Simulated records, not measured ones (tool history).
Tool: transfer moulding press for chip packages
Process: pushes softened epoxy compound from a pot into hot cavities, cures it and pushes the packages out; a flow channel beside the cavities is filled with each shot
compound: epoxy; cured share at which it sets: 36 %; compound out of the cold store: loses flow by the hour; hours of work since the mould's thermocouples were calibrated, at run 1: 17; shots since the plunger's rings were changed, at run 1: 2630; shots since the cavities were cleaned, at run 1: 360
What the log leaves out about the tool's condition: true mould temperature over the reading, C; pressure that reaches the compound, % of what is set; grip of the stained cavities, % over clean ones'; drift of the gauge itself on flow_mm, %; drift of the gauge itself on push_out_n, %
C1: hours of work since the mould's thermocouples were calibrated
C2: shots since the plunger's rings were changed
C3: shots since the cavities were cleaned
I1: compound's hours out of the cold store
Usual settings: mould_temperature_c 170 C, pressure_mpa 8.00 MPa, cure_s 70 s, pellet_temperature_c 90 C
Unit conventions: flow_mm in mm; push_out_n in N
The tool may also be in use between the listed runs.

run 1 hour=0.0 | mould_temperature_c=170 pressure_mpa=8.00 cure_s=70 pellet_temperature_c=90 | C1=17 C2=2630 C3=360 | I1=24.4 | flow_mm=608 push_out_n=671
run 2 hour=17.1 | mould_temperature_c=170 pressure_mpa=8.00 cure_s=70 pellet_temperature_c=90 | C1=24 C2=2778 C3=508 | I1=38.3 | flow_mm=588 push_out_n=694
run 3 hour=24.6 | mould_temperature_c=170 pressure_mpa=8.00 cure_s=70 pellet_temperature_c=90 | C1=27 C2=2843 C3=573 | I1=15.7 | flow_mm=618 push_out_n=768
run 4 hour=32.3 | mould_temperature_c=170 pressure_mpa=8.00 cure_s=70 pellet_temperature_c=90 | C1=30 C2=2909 C3=639 | I1=15.8 | flow_mm=619 push_out_n=802
run 5 hour=47.7 | mould_temperature_c=164 pressure_mpa=8.00 cure_s=70 pellet_temperature_c=90 | C1=36 C2=3042 C3=772 | I1=15.8 | flow_mm=630 push_out_n=1271
-- hour=52.7 plunger's sealing rings changed
run 6 hour=65.7 | mould_temperature_c=170 pressure_mpa=8.00 cure_s=70 pellet_temperature_c=90 | C1=42 C2=112 C3=905 | I1=46.9 | flow_mm=594 push_out_n=818
-- hour=78.0 cavities cleaned with cleaning compound and waxed
run 7 hour=83.8 | mould_temperature_c=170 pressure_mpa=8.00 cure_s=70 pellet_temperature_c=90 | C1=49 C2=256 C3=51 | I1=35.7 | flow_mm=605 push_out_n=1077
run 8 hour=96.0 | mould_temperature_c=170 pressure_mpa=8.00 cure_s=70 pellet_temperature_c=90 | C1=54 C2=360 C3=155 | I1=41.1 | flow_mm=599 push_out_n=1035
run 9 hour=107.2 | mould_temperature_c=170 pressure_mpa=8.00 cure_s=70 pellet_temperature_c=90 | C1=58 C2=457 C3=252 | I1=22.3 | flow_mm=620 push_out_n=1101
run 10 hour=119.9 | mould_temperature_c=173 pressure_mpa=8.00 cure_s=70 pellet_temperature_c=90 | C1=63 C2=566 C3=361 | I1=14.8 | flow_mm=626 push_out_n=906
run 11 hour=132.6 | mould_temperature_c=170 pressure_mpa=8.00 cure_s=70 pellet_temperature_c=90 | C1=68 C2=675 C3=470 | I1=29.2 | flow_mm=610 push_out_n=1034
run 12 hour=147.9 | mould_temperature_c=170 pressure_mpa=8.00 cure_s=70 pellet_temperature_c=90 | C1=74 C2=807 C3=602 | I1=34.0 | flow_mm=604 push_out_n=1056
-- hour=150.4 cavities cleaned with cleaning compound and waxed, once more
run 13 hour=165.6 | mould_temperature_c=170 pressure_mpa=8.00 cure_s=70 pellet_temperature_c=90 | C1=81 C2=948 C3=132 | I1=37.7 | flow_mm=599 push_out_n=532
run 14 hour=175.5 | mould_temperature_c=170 pressure_mpa=8.00 cure_s=70 pellet_temperature_c=90 | C1=85 C2=1032 C3=216 | I1=28.3 | flow_mm=607 push_out_n=602
run 15 hour=185.7 | mould_temperature_c=170 pressure_mpa=8.00 cure_s=70 pellet_temperature_c=90 | C1=89 C2=1120 C3=304 | I1=37.7 | flow_mm=599 push_out_n=618
run 16 hour=194.7 | mould_temperature_c=170 pressure_mpa=8.00 cure_s=70 pellet_temperature_c=90 | C1=92 C2=1198 C3=382 | I1=41.8 | flow_mm=596 push_out_n=656
run 17 hour=204.1 | mould_temperature_c=170 pressure_mpa=8.00 cure_s=70 pellet_temperature_c=90 | C1=96 C2=1279 C3=463 | I1=40.9 | flow_mm=598 push_out_n=680
run 18 hour=216.4 | mould_temperature_c=170 pressure_mpa=6.53 cure_s=66 pellet_temperature_c=90 | C1=101 C2=1385 C3=569 | I1=12.8 | flow_mm=568 push_out_n=884
run 19 hour=233.3 | mould_temperature_c=170 pressure_mpa=6.53 cure_s=66 pellet_temperature_c=90 | C1=108 C2=1531 C3=715 | I1=37.4 | flow_mm=540 push_out_n=923
run 20 hour=240.4 | mould_temperature_c=164 pressure_mpa=7.44 cure_s=101 pellet_temperature_c=97 | C1=111 C2=1592 C3=776 | I1=16.0 | flow_mm=616 push_out_n=639
run 21 hour=247.6 | mould_temperature_c=164 pressure_mpa=7.44 cure_s=101 pellet_temperature_c=97 | C1=114 C2=1654 C3=838 | I1=23.7 | flow_mm=607 push_out_n=646
run 22 hour=263.3 | mould_temperature_c=170 pressure_mpa=8.00 cure_s=70 pellet_temperature_c=94 | C1=120 C2=1789 C3=973 | I1=21.4 | flow_mm=616 push_out_n=856
-- hour=267.8 cavities cleaned with cleaning compound and waxed
run 23 hour=272.9 | mould_temperature_c=173 pressure_mpa=7.57 cure_s=82 pellet_temperature_c=87 | C1=123 C2=1859 C3=44 | I1=34.4 | flow_mm=578 push_out_n=365

Forecast run 24:
run 24 hour=287.3 | mould_temperature_c=162 pressure_mpa=6.94 cure_s=106 pellet_temperature_c=88 | C1=129 C2=1983 C3=168 | I1=29.4 | flow_mm=? push_out_n=?

Run 24 gave flow_mm 581 mm, push_out_n 442 N.
On a tool with no hidden condition, and with the same random variation, this run would have come out at flow_mm 589 mm, push_out_n 353 N.

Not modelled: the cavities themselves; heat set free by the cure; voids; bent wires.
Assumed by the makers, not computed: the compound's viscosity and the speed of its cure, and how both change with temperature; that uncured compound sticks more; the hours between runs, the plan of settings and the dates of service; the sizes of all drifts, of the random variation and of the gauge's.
